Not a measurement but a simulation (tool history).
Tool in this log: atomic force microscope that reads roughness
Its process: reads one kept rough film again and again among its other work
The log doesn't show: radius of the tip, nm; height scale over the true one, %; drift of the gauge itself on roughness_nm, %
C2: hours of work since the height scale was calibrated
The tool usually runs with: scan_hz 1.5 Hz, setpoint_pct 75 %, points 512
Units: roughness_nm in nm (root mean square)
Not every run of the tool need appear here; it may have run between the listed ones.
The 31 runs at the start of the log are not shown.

{"day": 14.067, "done": "new tip fitted"}
{"run": 32, "day": 14.079, "scan_hz": 0.91, "setpoint_pct": 83, "points": 928, "pictures with this tip": 0, "C2": 80, "roughness_nm": 2.81}
{"run": 33, "day": 14.642, "scan_hz": 0.91, "setpoint_pct": 83, "points": 928, "pictures with this tip": 27, "C2": 89, "roughness_nm": 2.77}
{"run": 34, "day": 15.042, "scan_hz": 1.5, "setpoint_pct": 69, "points": 512, "pictures with this tip": 46, "C2": 96, "roughness_nm": 2.805}
{"run": 35, "day": 15.329, "scan_hz": 0.69, "setpoint_pct": 69, "points": 750, "pictures with this tip": 60, "C2": 100, "roughness_nm": 2.882}
{"run": 36, "day": 15.596, "scan_hz": 0.57, "setpoint_pct": 75, "points": 404, "pictures with this tip": 73, "C2": 104, "roughness_nm": 2.828}
{"day": 16.033, "done": "new tip fitted"}
{"run": 37, "day": 16.033, "scan_hz": 1.27, "setpoint_pct": 70, "points": 512, "pictures with this tip": 0, "C2": 111, "roughness_nm": 2.869}
{"run": 38, "day": 16.5, "scan_hz": 3.88, "setpoint_pct": 56, "points": 625, "pictures with this tip": 22, "C2": 119, "roughness_nm": 2.806}
{"run": 39, "day": 16.796, "scan_hz": 3.88, "setpoint_pct": 56, "points": 1019, "pictures with this tip": 36, "C2": 123, "roughness_nm": 2.791}
{"run": 40, "day": 17.329, "scan_hz": 3.88, "setpoint_pct": 67, "points": 263, "pictures with this tip": 62, "C2": 132, "roughness_nm": 2.555}
{"run": 41, "day": 17.904, "scan_hz": 3.21, "setpoint_pct": 73, "points": 568, "pictures with this tip": 89, "C2": 141, "roughness_nm": 2.48}
{"day": 18.038, "done": "new tip fitted"}
{"run": 42, "day": 18.471, "scan_hz": 3.92, "setpoint_pct": 59, "points": 356, "pictures with this tip": 20, "C2": 150, "roughness_nm": 2.778}
{"run": 43, "day": 18.992, "scan_hz": 3.92, "setpoint_pct": 59, "points": 356, "pictures with this tip": 45, "C2": 158, "roughness_nm": 2.744}
{"run": 44, "day": 19.246, "scan_hz": 3.92, "setpoint_pct": 59, "points": 356, "pictures with this tip": 57, "C2": 162, "roughness_nm": 2.716}
{"run": 45, "day": 19.592, "scan_hz": 2.99, "setpoint_pct": 78, "points": 512, "pictures with this tip": 74, "C2": 168, "roughness_nm": 2.426}
{"day": 20.012, "done": "new tip fitted"}
{"run": 46, "day": 20.125, "scan_hz": 2.44, "setpoint_pct": 72, "points": 512, "pictures with this tip": 5, "C2": 176, "roughness_nm": 2.704}
{"run": 47, "day": 20.592, "scan_hz": 2.44, "setpoint_pct": 72, "points": 512, "pictures with this tip": 28, "C2": 183, "roughness_nm": 2.678}
{"run": 48, "day": 21.0, "scan_hz": 0.89, "setpoint_pct": 85, "points": 721, "pictures with this tip": 47, "C2": 190, "roughness_nm": 2.741}
{"run": 49, "day": 21.333, "scan_hz": 0.89, "setpoint_pct": 85, "points": 312, "pictures with this tip": 63, "C2": 195, "roughness_nm": 2.715}
{"run": 50, "day": 21.817, "scan_hz": 0.89, "setpoint_pct": 85, "points": 312, "pictures with this tip": 86, "C2": 203, "roughness_nm": 2.678}
{"day": 22.008, "done": "new tip fitted"}
{"run": 51, "day": 22.346, "scan_hz": 0.89, "setpoint_pct": 66, "points": 345, "pictures with this tip": 17, "C2": 211, "roughness_nm": 2.933}

Below are 3 alternative next runs, each starting from the tool's condition after run 51. Predict each:
{"run": "A", "day": 22.621, "scan_hz": 1.49, "setpoint_pct": 79, "points": 416, "pictures with this tip": 30, "C2": 215, "roughness_nm": "?"}
{"run": "B", "day": 22.621, "scan_hz": 0.89, "setpoint_pct": 66, "points": 961, "pictures with this tip": 30, "C2": 215, "roughness_nm": "?"}
{"run": "C", "day": 22.621, "scan_hz": 0.55, "setpoint_pct": 63, "points": 261, "pictures with this tip": 30, "C2": 215, "roughness_nm": "?"}

run=A roughness_nm=2.708
run=B roughness_nm=2.915
run=C roughness_nm=2.95
What these runs would have given with no unlogged condition in the tool:
run=A roughness_nm=2.742
run=B roughness_nm=2.952
run=C roughness_nm=2.986

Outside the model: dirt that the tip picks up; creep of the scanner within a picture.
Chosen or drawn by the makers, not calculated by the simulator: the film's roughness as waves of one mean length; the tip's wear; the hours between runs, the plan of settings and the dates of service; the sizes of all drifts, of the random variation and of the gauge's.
